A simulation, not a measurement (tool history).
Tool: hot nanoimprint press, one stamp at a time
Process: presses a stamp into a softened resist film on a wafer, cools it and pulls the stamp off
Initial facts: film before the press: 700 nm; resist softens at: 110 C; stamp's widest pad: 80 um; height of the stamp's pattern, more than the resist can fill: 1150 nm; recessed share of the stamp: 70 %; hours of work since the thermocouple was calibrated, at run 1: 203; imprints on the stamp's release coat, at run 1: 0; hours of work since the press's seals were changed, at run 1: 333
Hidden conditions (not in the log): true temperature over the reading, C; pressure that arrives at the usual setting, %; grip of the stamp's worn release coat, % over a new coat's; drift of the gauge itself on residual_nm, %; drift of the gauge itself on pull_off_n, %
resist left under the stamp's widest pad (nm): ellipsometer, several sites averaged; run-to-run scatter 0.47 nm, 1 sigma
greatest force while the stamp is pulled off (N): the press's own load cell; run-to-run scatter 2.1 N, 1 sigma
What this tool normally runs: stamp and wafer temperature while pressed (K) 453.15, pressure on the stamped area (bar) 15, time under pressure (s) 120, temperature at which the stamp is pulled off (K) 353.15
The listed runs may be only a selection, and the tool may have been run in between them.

| run | day | stamp and wafer temperature while pressed (K) | pressure on the stamped area (bar) | time under pressure (s) | temperature at which the stamp is pulled off (K) | hours of work since the thermocouple was calibrated | imprints on the stamp's release coat | hours of work since the press's seals were changed | resist left under the stamp's widest pad (nm) | greatest force while the stamp is pulled off (N) |
|---|---|---|---|---|---|---|---|---|---|---|
| 1 | 0 | 453.15 | 15 | 120 | 353.15 | 203 | 0 | 333 | 281.7 | 126 |
| 2 | 1.096 | 453.15 | 15 | 120 | 353.15 | 222 | 69 | 353 | 282.7 | 128 |
| 3 | 2.883 | 453.15 | 20.7 | 120 | 353.15 | 254 | 182 | 384 | 235.4 | 131 |
| 4 | 4.412 | 453.15 | 15 | 135 | 353.15 | 281 | 279 | 411 | 271.7 | 124 |
|  | 5.304 | plate thermocouple calibrated |
| 5 | 6.004 | 453.15 | 15 | 135 | 353.15 | 12 | 372 | 437 | 272 | 127 |
| 6 | 7.304 | 453.15 | 15 | 135 | 353.15 | 35 | 454 | 460 | 272.2 | 129 |
| 7 | 9.175 | 453.15 | 15 | 135 | 353.15 | 68 | 572 | 493 | 272.3 | 123 |
| 8 | 10.462 | 458.15 | 15 | 120 | 353.15 | 91 | 654 | 516 | 248.1 | 128 |
|  | 11.771 | press's hydraulic seals changed and the load cell set to zero |
|  | 12.442 | stamp cleaned and given a new release coat |
| 9 | 12.442 | 453.15 | 22.1 | 120 | 353.15 | 115 | 0 | 7 | 227.4 | 125 |
| 10 | 14.504 | 453.15 | 15 | 120 | 350.15 | 152 | 130 | 44 | 284.5 | 135 |
| 11 | 16.467 | 453.15 | 15 | 120 | 350.15 | 186 | 254 | 78 | 283.7 | 127 |
| 12 | 18.288 | 453.15 | 17.4 | 120 | 353.15 | 218 | 369 | 110 | 262.3 | 124 |
| 13 | 20.029 | 453.15 | 15 | 120 | 353.15 | 249 | 479 | 141 | 285 | 124 |
| 14 | 21.975 | 453.15 | 15 | 118 | 353.15 | 283 | 603 | 175 | 286.7 | 127 |
|  | 22.771 | plate thermocouple calibrated |
| 15 | 24.108 | 453.15 | 15 | 118 | 353.15 | 24 | 730 | 211 | 288.2 | 133 |
|  | 24.612 | stamp cleaned and given a new release coat |
| 16 | 25.796 | 453.15 | 15 | 118 | 353.15 | 49 | 74 | 236 | 288.7 | 125 |
| 17 | 27.633 | 453.15 | 15 | 118 | 353.15 | 81 | 191 | 268 | 288.6 | 124 |
| 18 | 28.496 | 453.15 | 10.2 | 118 | 353.15 | 96 | 245 | 284 | 354.5 | 122 |
| 19 | 30.467 | 451.15 | 23.2 | 68 | 352.15 | 131 | 370 | 318 | 288.2 | 126 |
|  | 30.917 | gauge calibrated |
| 20 | 32.275 | 461.15 | 15 | 127 | 353.15 | 163 | 484 | 350 | 224.4 | 126 |
| 21 | 34.158 | 461.15 | 15 | 127 | 353.15 | 196 | 603 | 383 | 223.4 | 128 |
| 22 | 35.862 | 444.15 | 15 | 127 | 345.15 | 226 | 711 | 413 | 357.5 | 143 |
|  | 36.646 | stamp cleaned and given a new release coat |
| 23 | 37.425 | 453.15 | 15 | 111 | 353.15 | 249 | 49 | 437 | 291.6 | 123 |
| 24 | 38.788 | 451.15 | 10.2 | 128 | 355.15 | 273 | 135 | 461 | 360.3 | 120 |
|  | 40.271 | plate thermocouple calibrated |
| 25 | 40.733 | 455.15 | 11.4 | 120 | 353.15 | 8 | 250 | 493 | 313.6 | 127 |
| 26 | 41.725 | 453.15 | 15 | 190 | 354.15 | 26 | 313 | 510 | 241.5 | 124 |
|  | 43.317 | press's hydraulic seals changed and the load cell set to zero |
| 27 | 43.375 | 453.15 | 15 | 120 | 350.15 | 49 | 396 | 1 | 284.1 | 128 |
| 28 | 45.467 | 452.15 | 15 | 120 | 350.15 | 86 | 528 | 38 | 291.8 | 136 |
| 29 | 46.788 | 453.15 | 17.8 | 120 | 338.15 | 109 | 612 | 61 | 258 | 168 |
| 30 | 48.742 | 453.15 | 21.5 | 120 | 353.15 | 143 | 735 | 96 | 231.2 | 126 |

Alternative continuations, all from the tool just after run 30; predict every row:
|  | 49.129 | stamp cleaned and given a new release coat |
| A | 50.617 | 453.15 | 16.8 | 120 | 353.15 | 172 | 94 | 124 | ? | ? |
|  | 49.129 | stamp cleaned and given a new release coat |
| B | 50.617 | 442.15 | 15 | 83 | 343.15 | 172 | 94 | 124 | ? | ? |
|  | 49.129 | stamp cleaned and given a new release coat |
| C | 50.617 | 460.15 | 21.5 | 163 | 346.15 | 172 | 94 | 124 | ? | ? |

| run | resist left under the stamp's widest pad (nm) | greatest force while the stamp is pulled off (N) |
|---|---|---|
| A | 267.6 | 125 |
| B | 429.9 | 153 |
| C | 170.5 | 145 |
What these runs would have given with no unlogged condition in the tool:
| run | resist left under the stamp's widest pad (nm) | greatest force while the stamp is pulled off (N) |
|---|---|---|
| A | 265.3 | 125 |
| B | 426.2 | 153 |
| C | 169 | 145 |
